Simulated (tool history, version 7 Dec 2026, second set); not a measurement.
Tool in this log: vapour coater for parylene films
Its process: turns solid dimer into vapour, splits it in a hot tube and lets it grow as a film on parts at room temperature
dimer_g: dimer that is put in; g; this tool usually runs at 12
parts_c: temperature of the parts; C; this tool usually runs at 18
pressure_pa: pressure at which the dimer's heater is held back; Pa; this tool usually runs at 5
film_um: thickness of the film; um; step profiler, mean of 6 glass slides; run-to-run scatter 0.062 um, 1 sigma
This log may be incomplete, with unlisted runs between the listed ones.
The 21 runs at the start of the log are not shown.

run   hour  dimer_g  parts_c  pressure_pa  hours of work since the trap's valve was overhauled  hours of work since the table's thermometer was calibrated  film_um
 22  339.6       12       18            5                                                  159                                                         318     7.25
 23    360       12       18            5                                                  168                                                         328     7.49
 24  375.8       19       17         5.76                                                  175                                                         335     11.4
 25  393.2       10       13            5                                                  183                                                         343     6.74
 26  411.1       10       13            5                                                  192                                                         351     6.79
 27  431.4       12       22         3.34                                                  201                                                         361     7.35
 28  440.8       12       22         3.34                                                  205                                                         365     7.33
 29  450.4       12       22         3.34                                                  210                                                         370     7.38
 30  468.7        8       20            5                                                  218                                                         378     4.64
 31  478.1       13       14            5                                                  223                                                         382      8.6
 32  497.2        6       28         9.98                                                  231                                                         391     2.43
 33  513.4        6       28         9.98                                                  239                                                         399     2.44
 34  528.1        6       28         9.98                                                  246                                                         405     2.46
 35  541.6        7       19          9.1                                                  252                                                         412      3.6
 36  552.6        7       19          9.1                                                  257                                                         417     3.55
 37  562.1       11       18         2.35                                                  261                                                         421     7.93
     578.6  -- trap's valve overhauled
 38  583.4       19       19        10.54                                                    2                                                         429     9.48

Forecast run 39:
 39  596.6       19       19        10.54                                                    8                                                         435        ?

For run 39 the tool returned film_um 9.54 um.
On a tool with no hidden condition, and with the same random variation, this run would have come out at film_um 9.55 um.

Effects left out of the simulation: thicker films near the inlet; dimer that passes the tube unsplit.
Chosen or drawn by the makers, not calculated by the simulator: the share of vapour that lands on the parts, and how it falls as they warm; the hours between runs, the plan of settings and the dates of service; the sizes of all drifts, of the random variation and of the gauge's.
